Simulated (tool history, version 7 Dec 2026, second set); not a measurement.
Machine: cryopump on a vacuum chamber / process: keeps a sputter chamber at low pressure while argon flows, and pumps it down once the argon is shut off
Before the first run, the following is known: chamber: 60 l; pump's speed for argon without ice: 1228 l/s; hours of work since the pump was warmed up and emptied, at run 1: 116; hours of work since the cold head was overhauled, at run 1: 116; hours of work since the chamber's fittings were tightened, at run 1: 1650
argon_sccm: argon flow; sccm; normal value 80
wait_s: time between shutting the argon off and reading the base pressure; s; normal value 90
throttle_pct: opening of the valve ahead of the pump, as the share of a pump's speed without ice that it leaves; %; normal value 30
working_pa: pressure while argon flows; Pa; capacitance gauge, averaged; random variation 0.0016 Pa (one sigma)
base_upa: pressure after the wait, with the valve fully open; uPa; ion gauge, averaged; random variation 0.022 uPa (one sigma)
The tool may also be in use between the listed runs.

| run | hour | argon_sccm | wait_s | throttle_pct | hours of work since the pump was warmed up and emptied | hours of work since the cold head was overhauled | hours of work since the chamber's fittings were tightened | working_pa | base_upa |
|---|---|---|---|---|---|---|---|---|---|
| 1 | 0 | 80 | 90 | 30 | 116 | 116 | 1650 | 0.3694 | 3.31 |
| 2 | 19 | 63 | 90 | 30 | 129 | 129 | 1664 | 0.2906 | 3.28 |
| 3 | 35.1 | 80 | 36 | 30 | 141 | 141 | 1676 | 0.3738 | 3.87 |
| 4 | 61.2 | 80 | 104 | 30 | 160 | 160 | 1695 | 0.3722 | 3.36 |
| 5 | 88.4 | 80 | 104 | 30 | 180 | 180 | 1714 | 0.3747 | 3.48 |
| 6 | 100.3 | 71 | 90 | 30 | 188 | 188 | 1723 | 0.331 | 3.56 |
| 7 | 123.8 | 71 | 90 | 30 | 205 | 205 | 1740 | 0.3328 | 3.54 |
|  | 128.3 | leaking fittings of the chamber tightened, without venting |
| 8 | 150.5 | 71 | 90 | 30 | 223 | 223 | 16 | 0.331 | 0.67 |
| 9 | 172.7 | 71 | 90 | 30 | 239 | 239 | 32 | 0.3341 | 0.67 |
| 10 | 186.9 | 40 | 60 | 15 | 249 | 249 | 42 | 0.3722 | 0.84 |
| 11 | 206.8 | 129 | 22 | 28 | 264 | 264 | 57 | 0.6521 | 1.69 |

Hidden condition of the tool, last listed run before each entry between runs versus first listed run after:
From run 7 to run 8: leaking fittings of the chamber tightened, without venting (hour 128.3)
  pump's speed, % of a pump's without ice: 93.9 -> 93.4; cold plate's temperature, K: 12.11 -> 12.12; leak into the chamber, uPa l/s: 3731 -> 379
  what was measured, less what the result would be without the hidden state, working_pa: +0.0065 -> +0.0072 Pa; base_upa: +3.01 -> +0.09 uPa
